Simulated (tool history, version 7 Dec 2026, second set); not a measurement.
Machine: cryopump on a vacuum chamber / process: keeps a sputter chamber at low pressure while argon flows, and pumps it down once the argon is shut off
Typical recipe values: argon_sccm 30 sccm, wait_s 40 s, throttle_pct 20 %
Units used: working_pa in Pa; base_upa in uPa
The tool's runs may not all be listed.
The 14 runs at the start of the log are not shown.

run	hour	argon_sccm	wait_s	throttle_pct	working_pa	base_upa
15	781.1	43	40	20	0.1687	2.02
16	827.3	43	40	20	0.1691	2.04
17	861.8	43	40	20	0.1695	2.1
18	922.1	13	26	23	0.045	2.89
19	1004.6	15	20	19	0.0637	3.63
20	1086.2	15	20	19	0.0638	3.88
21	1122.1	17	40	20	0.0701	2.46
# hour 1145.4: pump warmed up, emptied and cooled again
22	1173.3	17	40	20	0.0643	2.24
23	1228.6	30	22	20	0.1146	3.3
24	1280.1	30	22	20	0.1166	3.39
25	1341.3	30	22	20	0.1179	3.55
26	1378.2	15	273	31	0.0386	1.33
27	1435.2	30	82	37	0.0661	1.84
28	1516.8	15	116	36	0.0341	1.81
29	1568.9	31	98	20	0.1259	2
30	1621	31	98	20	0.1267	2.15
31	1660.8	22	69	60	0.0329	2.37
# hour 1721.8: pump warmed up, emptied and cooled again
32	1746.6	22	69	60	0.0279	2.09
33	1781	22	69	60	0.0295	2.12
34	1842.5	49	130	60	0.0651	1.87

3 ways to go on from here, each from the tool as it stands after run 34. What would each give?
A	1924.6	49	133	20	?	?
B	1924.6	30	193	51	?	?
C	1924.6	30	78	20	?	?

run	working_pa	base_upa
A	0.1913	1.99
B	0.0488	1.86
C	0.1186	2.25
Stripped of hidden state, with their random variation kept, the same runs would have yielded:
run	working_pa	base_upa
A	0.1859	0.56
B	0.0455	0.42
C	0.1153	0.82
